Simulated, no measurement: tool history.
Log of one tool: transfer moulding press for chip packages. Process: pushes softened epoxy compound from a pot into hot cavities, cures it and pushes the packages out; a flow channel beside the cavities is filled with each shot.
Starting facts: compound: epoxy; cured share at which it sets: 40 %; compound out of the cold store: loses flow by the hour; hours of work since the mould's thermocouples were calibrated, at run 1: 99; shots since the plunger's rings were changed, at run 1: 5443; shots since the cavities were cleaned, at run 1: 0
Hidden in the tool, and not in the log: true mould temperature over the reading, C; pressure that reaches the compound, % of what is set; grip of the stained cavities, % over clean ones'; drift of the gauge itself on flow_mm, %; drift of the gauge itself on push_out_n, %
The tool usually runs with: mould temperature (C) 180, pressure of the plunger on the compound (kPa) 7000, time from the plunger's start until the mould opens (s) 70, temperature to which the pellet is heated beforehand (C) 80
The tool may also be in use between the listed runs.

run	hour	mould temperature (C)	pressure of the plunger on the compound (kPa)	time from the plunger's start until the mould opens (s)	temperature to which the pellet is heated beforehand (C)	hours of work since the mould's thermocouples were calibrated	shots since the plunger's rings were changed	shots since the cavities were cleaned	incoming compound's hours out of the cold store	length that the compound runs in the flow channel (mm)	greatest force on the pins that push the packages out (N)
1	0	180	7000	70	80	99	5443	0	27	903	528
# hour 5: plunger's sealing rings changed
2	10.9	180	7000	87	80	104	90	128	31.4	872	450
3	20.9	180	7000	87	80	110	243	281	45.2	815	448
4	37.4	180	7000	87	80	119	493	531	30	885	429
5	51.2	180	7000	70	76	127	703	741	46.9	805	531
6	59.6	180	7000	70	76	132	830	868	46.9	811	538
# hour 62.5: cavities cleaned with cleaning compound and waxed
7	72.4	180	7000	70	76	138	1003	151	13.7	955	576
8	87.6	180	7000	70	76	147	1233	381	14.2	960	605
9	104.8	180	7000	70	76	157	1495	643	18.9	941	581
# hour 122.3: cavities cleaned with cleaning compound and waxed
10	122.3	180	7000	70	76	166	1739	0	11.4	975	584
11	132.5	173	6880	85	79	172	1894	155	36.1	856	561
12	148.5	176	6880	89	79	181	2137	398	33.7	864	464
13	159.6	178	8050	97	85	187	2306	567	29.9	957	405
14	168.2	182	7000	70	84	192	2436	697	37.1	848	506
15	177.4	182	7000	70	84	197	2576	837	30.3	876	503
# hour 183: cavities cleaned with cleaning compound and waxed
16	187.4	182	7250	80	82	202	2706	67	33.9	876	457
17	197	179	7790	53	75	208	2851	212	33.5	920	1118
18	212.9	172	7000	98	80	217	3094	455	22.9	934	480

Alternative continuations, all from the tool just after run 18; predict every row:
A	222.8	180	7000	70	89	222	3244	605	33.4	?	?
B	222.8	172	7000	98	90	222	3244	605	23.7	?	?
C	222.8	180	7080	54	88	222	3244	605	22.4	?	?
D	222.8	172	5970	54	78	222	3244	605	27.5	?	?

run	length that the compound runs in the flow channel (mm)	greatest force on the pins that push the packages out (N)
A	861	532
B	925	491
C	923	1000
D	840	1541
Had the tool no hidden state, the same runs would have come out as:
run	length that the compound runs in the flow channel (mm)	greatest force on the pins that push the packages out (N)
A	862	529
B	925	488
C	923	994
D	841	1531
